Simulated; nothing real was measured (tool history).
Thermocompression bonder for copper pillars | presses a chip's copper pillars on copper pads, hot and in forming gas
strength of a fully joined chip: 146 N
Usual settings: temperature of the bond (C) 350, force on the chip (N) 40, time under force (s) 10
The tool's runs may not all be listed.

run	hour	temperature of the bond (C)	force on the chip (N)	time under force (s)	force that shears a chip off (N)
1	0.0	350	40	10	82.0
2	23.7	350	40	10	81.2
3	52.3	350	40	10	81.4
4	76.4	323	40	10	67.4
5	112.2	323	40	10	68.7
6	160.8	350	25	10	50.1
7	186.4	350	25	10	49.5
8	223.0	350	25	10	49.8
# hour 268.1: forming gas filter changed
9	271.5	350	25	10	50.0
10	300.9	350	40	7	73.4
11	338.9	350	40	7	73.1
12	368.2	332	40	7	64.4
13	413.6	321	51	10	84.5
14	450.2	342	51	10	95.2
15	488.2	342	51	10	96.3
16	539.8	368	27	6	51.5
17	564.3	350	32	21	85.2

Run 18 comes next. What will it give?
18	610.4	350	32	21	?

Run 18 gave force that shears a chip off (N) 84.8.
Without the tool's hidden state the same run would have given force that shears a chip off (N) 84.8.

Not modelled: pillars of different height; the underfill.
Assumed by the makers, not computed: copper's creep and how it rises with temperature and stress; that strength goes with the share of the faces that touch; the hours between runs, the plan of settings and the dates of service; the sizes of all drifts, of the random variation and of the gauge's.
